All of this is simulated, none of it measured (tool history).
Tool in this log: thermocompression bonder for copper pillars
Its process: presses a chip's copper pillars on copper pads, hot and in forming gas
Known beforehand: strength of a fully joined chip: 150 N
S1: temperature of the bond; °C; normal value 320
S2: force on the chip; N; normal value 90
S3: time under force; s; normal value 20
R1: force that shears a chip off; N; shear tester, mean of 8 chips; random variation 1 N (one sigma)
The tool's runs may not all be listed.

Run 1, hour 0.0: usual settings. Result: R1 85.4 N.
Run 2, hour 26.1: usual settings. Result: R1 87.1 N.
Run 3, hour 68.5: usual settings. Result: R1 85.4 N.
Run 4, hour 101.6: usual settings but S2 66 N. Result: R1 73.2 N.
Run 5, hour 135.0: usual settings but S2 66 N. Result: R1 74.3 N.
Run 6, hour 166.2: usual settings but S3 30 s. Result: R1 101.2 N.
At hour 183.1: forming gas filter changed.
Run 7, hour 190.8: usual settings but S3 30 s. Result: R1 97.7 N.
Run 8, hour 236.4: usual settings but S2 60 N, S3 30 s. Result: R1 80.6 N.
Run 9, hour 277.7: usual settings but S2 60 N, S3 30 s. Result: R1 82.2 N.
Run 10, hour 319.5: usual settings but S2 60 N, S3 30 s. Result: R1 78.5 N.
Run 11, hour 365.8: usual settings but S2 60 N, S3 30 s. Result: R1 82.1 N.
Run 12, hour 402.9: usual settings but S2 60 N, S3 30 s. Result: R1 80.7 N.
Run 13, hour 446.6: usual settings but S2 62 N. Result: R1 72.0 N.
Run 14, hour 473.3: usual settings but S2 62 N. Result: R1 71.9 N.
Run 15, hour 501.5: usual settings. Result: R1 88.1 N.
Run 16, hour 526.2: usual settings. Result: R1 86.5 N.
Run 17, hour 547.5: usual settings but S2 93 N. Result: R1 87.4 N.
Run 18, hour 592.3: usual settings but S2 93 N. Result: R1 88.8 N.
Run 19, hour 625.6: usual settings but S2 93 N. Result: R1 87.6 N.
Run 20, hour 656.4: usual settings but S2 93 N. Result: R1 88.7 N.
Run 21, hour 688.4: usual settings but S1 327 °C. Result: R1 92.9 N.
Run 22, hour 736.0: usual settings but S1 311 °C, S2 64 N, S3 25 s. Result: R1 69.9 N.
Run 23, hour 784.7: usual settings but S1 321 °C, S2 59 N, S3 37 s. Result: R1 84.7 N.
Run 24, hour 804.8: usual settings but S1 321 °C, S2 59 N, S3 37 s. Result: R1 85.6 N.
Run 25, hour 844.2: usual settings but S1 321 °C, S2 59 N, S3 37 s. Result: R1 86.7 N.
At hour 851.8: heater calibrated with a thermocouple chip.
Run 26, hour 866.4: usual settings but S3 24 s. Result: R1 92.3 N.
Run 27, hour 892.4: usual settings but S3 24 s. Result: R1 91.5 N.
Run 28, hour 918.2: usual settings but S3 24 s. Result: R1 92.6 N.
Run 29, hour 950.1: usual settings but S1 346 °C, S2 64 N, S3 59 s. Result: R1 121.3 N.
Run 30, hour 991.1: usual settings but S1 346 °C, S2 126 N, S3 59 s. Result: R1 139.5 N.
Run 31, hour 1035.1: usual settings but S1 309 °C, S2 126 N, S3 36 s. Result: R1 107.5 N.
At hour 1047.8: forming gas filter changed.
Run 32, hour 1079.1: usual settings but S1 309 °C, S2 126 N, S3 36 s. Result: R1 107.6 N.
Run 33, hour 1123.7: usual settings but S1 315 °C. Result: R1 83.6 N.
Run 34, hour 1154.6: usual settings but S1 344 °C, S3 33 s. Result: R1 119.9 N.
Run 35, hour 1175.9: usual settings but S1 300 °C, S2 115 N, S3 15 s. Result: R1 73.4 N.
Run 36, hour 1207.5: usual settings but S1 300 °C, S2 115 N, S3 15 s. Result: R1 72.4 N.
Run 37, hour 1227.6: usual settings but S1 300 °C, S2 115 N, S3 50 s. Result: R1 103.4 N.
Run 38, hour 1264.9: usual settings but S1 300 °C, S2 115 N, S3 50 s. Result: R1 104.2 N.
Run 39, hour 1313.0: usual settings but S1 300 °C, S2 115 N, S3 50 s. Result: R1 103.6 N.

Consider 5 possible next runs. They are alternatives, not a sequence: every one starts from the tool as it was left by run 39. What does each give?
Run A, hour 1339.7: usual settings but S1 333 °C, S3 33 s. Result: R1 ?.
Run B, hour 1339.7: usual settings but S1 307 °C. Result: R1 ?.
Run C, hour 1339.7: usual settings but S1 341 °C. Result: R1 ?.
Run D, hour 1339.7: usual settings but S1 316 °C, S2 56 N, S3 17 s. Result: R1 ?.
Run E, hour 1339.7: usual settings but S1 321 °C, S3 30 s. Result: R1 ?.

run     R1
  A  111.4
  B   76.0
  C  104.7
  D   60.1
  E   97.5
Without the tool's unlogged condition, the same runs would have read:
run     R1
  A  111.5
  B   76.1
  C  104.8
  D   60.2
  E   97.7
